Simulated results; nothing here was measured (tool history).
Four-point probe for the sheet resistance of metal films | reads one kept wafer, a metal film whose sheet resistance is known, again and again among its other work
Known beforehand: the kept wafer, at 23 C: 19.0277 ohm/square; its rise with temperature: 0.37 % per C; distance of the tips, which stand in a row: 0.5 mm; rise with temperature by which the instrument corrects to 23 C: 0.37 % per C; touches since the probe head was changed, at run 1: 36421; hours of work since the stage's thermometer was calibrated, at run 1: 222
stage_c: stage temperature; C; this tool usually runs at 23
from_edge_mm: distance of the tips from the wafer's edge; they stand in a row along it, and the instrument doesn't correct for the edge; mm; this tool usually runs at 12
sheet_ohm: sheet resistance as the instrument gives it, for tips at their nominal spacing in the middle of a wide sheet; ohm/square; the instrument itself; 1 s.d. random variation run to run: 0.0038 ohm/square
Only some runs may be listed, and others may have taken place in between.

run   hour  stage_c  from_edge_mm  touches since the probe head was changed  hours of work since the stage's thermometer was calibrated  sheet_ohm
  1    0.0       23            12                                     36421                                                         222  19.162630
  2    9.3       27            12                                     36713                                                         229  19.159814
  3   27.2       27            12                                     37274                                                         243  19.161524
  4   34.8       22            12                                     37510                                                         248  19.157518
  5   49.2       22            12                                     37964                                                         259  19.164380
  6   67.0       22            12                                     38521                                                         273  19.159592
  7   79.3       23            12                                     38905                                                         282  19.158627
  8   96.5       28            12                                     39447                                                         295  19.164539
  9  107.3       28            12                                     39783                                                         303  19.163611
 10  117.2       28            12                                     40095                                                         310  19.164211
 11  132.4       28            12                                     40570                                                         321  19.165550
 12  142.4       28            12                                     40884                                                         329  19.164043
 13  151.7       28            12                                     41176                                                         336  19.167580
 14  161.9       28            12                                     41498                                                         344  19.168857
 15  175.7       30            13                                     41929                                                         354  19.165006
 16  185.8       20             9                                     42246                                                         361  19.183338
 17  193.9       28             7                                     42498                                                         367  19.201716
 18  208.0       28             7                                     42942                                                         378  19.204789
 19  224.3       33             6                                     43453                                                         390  19.224197
 20  235.8       23             5                                     43812                                                         399  19.258605
 21  244.3       34            23                                     44079                                                         405  19.154579
 22  253.2       27            54                                     44359                                                         412  19.157228
 23  266.6       23            11                                     44779                                                         422  19.183938
 24  280.5       25            12                                     45213                                                         432  19.177991
 25  289.6       28            69                                     45499                                                         439  19.155314
 26  305.2       18            12                                     45988                                                         451  19.179621
 27  318.7       18             5                                     46410                                                         461  19.272852
 28  329.4       18            30                                     46748                                                         469  19.164011

What would each run have given without the hidden state, its run-to-run variation left as it was?
Hidden state at play: inner tips' distance over the nominal, %; tips' flats over new ones', %; wafer's true temperature over the reading, C; drift of the gauge itself on sheet_ohm, %.
run  sheet_ohm
  1  19.050147
  2  19.046813
  3  19.047221
  4  19.042503
  5  19.048366
  6  19.042330
  7  19.040622
  8  19.045493
  9  19.043779
 10  19.043637
 11  19.043837
 12  19.041627
 13  19.044465
 14  19.044944
 15  19.040277
 16  19.057373
 17  19.075444
 18  19.077521
 19  19.095757
 20  19.128709
 21  19.025214
 22  19.026928
 23  19.052284
 24  19.045403
 25  19.022419
 26  19.044931
 27  19.136561
 28  19.027753
